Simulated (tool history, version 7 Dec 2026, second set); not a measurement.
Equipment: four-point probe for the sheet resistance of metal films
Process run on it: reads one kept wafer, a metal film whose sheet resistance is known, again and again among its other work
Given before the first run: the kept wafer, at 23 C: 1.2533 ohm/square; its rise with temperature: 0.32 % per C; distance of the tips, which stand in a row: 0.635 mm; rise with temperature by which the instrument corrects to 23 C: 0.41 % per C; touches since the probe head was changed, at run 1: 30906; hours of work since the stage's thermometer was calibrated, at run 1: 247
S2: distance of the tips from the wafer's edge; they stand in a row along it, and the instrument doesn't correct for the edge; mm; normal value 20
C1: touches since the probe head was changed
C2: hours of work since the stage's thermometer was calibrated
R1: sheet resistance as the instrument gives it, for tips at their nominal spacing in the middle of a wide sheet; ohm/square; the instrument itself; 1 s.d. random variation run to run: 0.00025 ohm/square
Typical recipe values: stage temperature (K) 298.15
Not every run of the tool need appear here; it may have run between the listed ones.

Run 1, hour 0.0: usual settings; C1 30906; C2 247. Result: R1 1.258157 ohm/square.
Run 2, hour 13.9: usual settings; C1 31197; C2 254. Result: R1 1.258442 ohm/square.
Run 3, hour 23.3: usual settings but S2 72 mm; C1 31393; C2 258. Result: R1 1.258005 ohm/square.
Run 4, hour 30.8: usual settings but S2 72 mm; C1 31549; C2 262. Result: R1 1.258105 ohm/square.
Run 5, hour 37.6: usual settings but S2 72 mm; C1 31691; C2 265. Result: R1 1.257741 ohm/square.
Run 6, hour 51.5: usual settings; C1 31982; C2 272. Result: R1 1.258558 ohm/square.
Run 7, hour 66.2: usual settings; C1 32288; C2 279. Result: R1 1.258213 ohm/square.
Run 8, hour 78.0: usual settings but stage temperature (K) 299.15; C1 32535; C2 284. Result: R1 1.257569 ohm/square.
Run 9, hour 87.8: usual settings but stage temperature (K) 299.15; C1 32739; C2 289. Result: R1 1.256962 ohm/square.
Run 10, hour 95.9: usual settings but S2 10 mm; C1 32907; C2 293. Result: R1 1.260413 ohm/square.
Run 11, hour 106.6: usual settings but stage temperature (K) 301.15; C1 33132; C2 298. Result: R1 1.255582 ohm/square.
Run 12, hour 117.6: usual settings; C1 33362; C2 303. Result: R1 1.258300 ohm/square.
Run 13, hour 129.2: usual settings; C1 33603; C2 308. Result: R1 1.258967 ohm/square.
Run 14, hour 142.9: usual settings; C1 33890; C2 315. Result: R1 1.258615 ohm/square.
Run 15, hour 157.8: usual settings; C1 34200; C2 322. Result: R1 1.259135 ohm/square.
Run 16, hour 172.1: usual settings; C1 34500; C2 329. Result: R1 1.259051 ohm/square.
Run 17, hour 179.9: usual settings; C1 34662; C2 332. Result: R1 1.258916 ohm/square.
Run 18, hour 194.3: usual settings but stage temperature (K) 291.15, S2 33 mm; C1 34962; C2 339. Result: R1 1.266089 ohm/square.
Run 19, hour 205.9: usual settings but stage temperature (K) 296.15, S2 72 mm; C1 35203; C2 345. Result: R1 1.260622 ohm/square.
Run 20, hour 212.5: usual settings but stage temperature (K) 296.15, S2 72 mm; C1 35343; C2 348. Result: R1 1.260431 ohm/square.
Run 21, hour 226.6: usual settings but stage temperature (K) 304.15, S2 51 mm; C1 35636; C2 354. Result: R1 1.251791 ohm/square.
Run 22, hour 240.4: usual settings but stage temperature (K) 297.15, S2 4 mm; C1 35923; C2 361. Result: R1 1.276123 ohm/square.
Run 23, hour 256.7: usual settings but stage temperature (K) 297.15, S2 4 mm; C1 36264; C2 369. Result: R1 1.276568 ohm/square.
Run 24, hour 271.5: usual settings but stage temperature (K) 296.15, S2 11 mm; C1 36572; C2 376. Result: R1 1.262591 ohm/square.
Run 25, hour 278.7: usual settings but stage temperature (K) 296.15, S2 11 mm; C1 36725; C2 379. Result: R1 1.263084 ohm/square.
Run 26, hour 291.3: usual settings but S2 52 mm; C1 36988; C2 385. Result: R1 1.258685 ohm/square.
Run 27, hour 300.5: usual settings but S2 52 mm; C1 37178; C2 389. Result: R1 1.258501 ohm/square.

Run 28 comes next. What will it give?
Run 28, hour 315.7: usual settings but S2 8 mm; C1 37496; C2 397. Result: R1 ?.

For run 28 the tool returned R1 1.262565 ohm/square.
Without the tool's hidden state the same run would have given R1 1.255154 ohm/square.
